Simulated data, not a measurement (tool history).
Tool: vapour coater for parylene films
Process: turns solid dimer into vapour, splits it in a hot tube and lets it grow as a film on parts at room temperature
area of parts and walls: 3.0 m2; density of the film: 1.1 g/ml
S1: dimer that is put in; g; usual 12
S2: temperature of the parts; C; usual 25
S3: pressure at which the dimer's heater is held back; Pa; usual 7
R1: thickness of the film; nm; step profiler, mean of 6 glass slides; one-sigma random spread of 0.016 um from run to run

Run 1, hour 0: usual settings. Result: R1 2300 nm.
Run 2, hour 31.4: usual settings but S2 27 C. Result: R1 2140 nm.
Run 3, hour 79: usual settings but S1 8 g. Result: R1 1510 nm.
Run 4, hour 141.8: usual settings but S1 8 g. Result: R1 1500 nm.
Run 5, hour 204.7: usual settings but S1 18 g. Result: R1 3360 nm.
At hour 241.3: trap's valve overhauled.
Run 6, hour 268.7: usual settings but S1 18 g. Result: R1 3570 nm.
Run 7, hour 332.3: usual settings but S1 18 g. Result: R1 3590 nm.
Run 8, hour 376: usual settings but S2 27 C. Result: R1 2190 nm.
Run 9, hour 413.6: usual settings but S2 27 C. Result: R1 2170 nm.
Run 10, hour 455.8: usual settings but S2 20 C. Result: R1 2760 nm.
Run 11, hour 508.4: usual settings but S2 20 C. Result: R1 2700 nm.
Run 12, hour 552.4: usual settings but S2 20 C. Result: R1 2700 nm.
Run 13, hour 578.8: usual settings but S2 35 C. Result: R1 1570 nm.
Run 14, hour 627.2: usual settings but S2 35 C. Result: R1 1560 nm.
Run 15, hour 685.3: usual settings but S2 35 C. Result: R1 1560 nm.
Run 16, hour 729.1: usual settings. Result: R1 2240 nm.
Run 17, hour 780: usual settings. Result: R1 2190 nm.
At hour 801.5: trap's valve overhauled.
Run 18, hour 831.4: usual settings. Result: R1 2360 nm.
At hour 846.8: table's thermometer calibrated.
Run 19, hour 888.6: usual settings but S3 2.63 Pa. Result: R1 2820 nm.
Run 20, hour 914.4: usual settings but S3 2.63 Pa. Result: R1 2800 nm.
Run 21, hour 940.9: usual settings but S3 2.63 Pa. Result: R1 2810 nm.
Run 22, hour 981.8: usual settings but S3 2.65 Pa. Result: R1 2790 nm.
Run 23, hour 1034.9: usual settings. Result: R1 2300 nm.
Run 24, hour 1062.1: usual settings. Result: R1 2320 nm.
Run 25, hour 1101.3: usual settings. Result: R1 2310 nm.
Run 26, hour 1137.8: usual settings but S1 9 g. Result: R1 1710 nm.
Run 27, hour 1166.5: usual settings but S2 27 C. Result: R1 2120 nm.
Run 28, hour 1220.5: usual settings but S1 11 g, S2 29 C, S3 2.85 Pa. Result: R1 2110 nm.
Run 29, hour 1275.4: usual settings but S2 28 C, S3 2.58 Pa. Result: R1 2400 nm.
Run 30, hour 1303.7: usual settings but S1 11 g, S3 9.71 Pa. Result: R1 1920 nm.
Run 31, hour 1354.1: usual settings but S1 11 g, S2 27 C, S3 9.71 Pa. Result: R1 1790 nm.
At hour 1366.7: trap's valve overhauled.
Run 32, hour 1414.8: usual settings but S1 11 g, S2 27 C, S3 9.71 Pa. Result: R1 1950 nm.
Run 33, hour 1457.4: usual settings but S1 21 g, S2 21 C, S3 4.28 Pa. Result: R1 5170 nm.
Run 34, hour 1500.5: usual settings but S1 14 g, S2 37 C, S3 3.12 Pa. Result: R1 2080 nm.
Run 35, hour 1564.5: usual settings but S1 11 g, S2 20 C. Result: R1 2540 nm.
Run 36, hour 1611.2: usual settings but S1 11 g, S2 20 C. Result: R1 2550 nm.
Run 37, hour 1647.9: usual settings but S1 11 g, S2 20 C. Result: R1 2510 nm.
Run 38, hour 1682: usual settings but S1 11 g, S2 20 C, S3 7.82 Pa. Result: R1 2420 nm.
Run 39, hour 1728.4: usual settings but S1 13 g, S2 18 C, S3 3.29 Pa. Result: R1 3570 nm.

Run 40 is up next; what results do you expect?
Run 40, hour 1781.4: usual settings but S1 20 g, S3 6.03 Pa. Result: R1 ?.

{"run 40": {"R1": 3850}}
If the tool had no hidden condition, the same run with the same run-to-run variation would have returned R1 4130 nm.

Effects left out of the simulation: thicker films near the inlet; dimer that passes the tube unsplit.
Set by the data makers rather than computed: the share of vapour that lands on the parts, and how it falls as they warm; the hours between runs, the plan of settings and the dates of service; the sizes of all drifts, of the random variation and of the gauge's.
